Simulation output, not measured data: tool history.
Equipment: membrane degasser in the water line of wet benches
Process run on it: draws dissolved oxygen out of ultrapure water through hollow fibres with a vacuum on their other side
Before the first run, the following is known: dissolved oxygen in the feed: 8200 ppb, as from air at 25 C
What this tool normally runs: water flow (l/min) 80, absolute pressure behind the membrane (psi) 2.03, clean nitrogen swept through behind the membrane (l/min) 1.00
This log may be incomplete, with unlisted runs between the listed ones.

run,hour,water flow (l/min),absolute pressure behind the membrane (psi),clean nitrogen swept through behind the membrane (l/min),dissolved oxygen in the water behind the degasser (ppb),pressure that the water loses in the fibres (psi)
1,0.0,80,2.03,1.00,1315.2,5.884
2,206.4,80,1.90,1.00,1225.5,5.964
3,315.4,93,1.90,1.00,1353.7,6.934
4,464.0,80,2.03,1.00,1322.8,5.923
5,698.8,80,2.03,0.59,1774.9,5.873
6,801.8,80,2.03,0.59,1774.9,5.928
7,919.7,80,2.03,0.59,1774.0,5.977
8,1062.6,80,2.03,0.59,1774.7,5.910
9,1244.7,80,2.03,0.59,1774.5,5.951
10,1479.3,80,2.03,0.59,1776.5,5.952
11,1653.5,80,2.03,1.00,1329.4,5.925
12,1784.4,80,1.74,0.48,1660.8,5.893
13,1974.6,80,1.74,0.48,1660.6,5.996
14,2191.1,122,2.54,1.77,1578.5,9.078
15,2390.3,59,1.26,1.25,508.8,4.447
16,2535.2,52,4.09,0.42,3220.3,3.861
# hour 2739.9: vacuum gauge calibrated
17,2757.3,60,3.52,1.00,1902.1,4.472
18,2880.3,83,2.48,0.67,2059.6,6.192
19,3050.1,53,2.44,1.00,1204.1,3.978
20,3270.4,80,2.03,1.98,828.7,5.952
21,3475.3,53,1.51,1.98,404.1,3.961
22,3616.2,53,1.51,1.98,403.8,3.961

Consider 5 possible next runs. They are alternatives, not a sequence: every one starts from the tool as it was left by run 22. What does each give?
A,3716.7,63,1.51,1.98,?,?
B,3716.7,53,2.94,1.31,?,?
C,3716.7,61,1.51,1.98,?,?
D,3716.7,53,1.51,2.61,?,?
E,3716.7,69,1.51,1.98,?,?

run,dissolved oxygen in the water behind the degasser (ppb),pressure that the water loses in the fibres (psi)
A,470.9,4.764
B,1222.6,3.975
C,456.5,4.577
D,322.3,3.968
E,507.9,5.169
Take away the tool's hidden state, keep each run's random variation, and the runs would have read:
run,dissolved oxygen in the water behind the degasser (ppb),pressure that the water loses in the fibres (psi)
A,468.5,4.673
B,1220.8,3.897
C,454.4,4.489
D,320.6,3.891
E,505.2,5.069
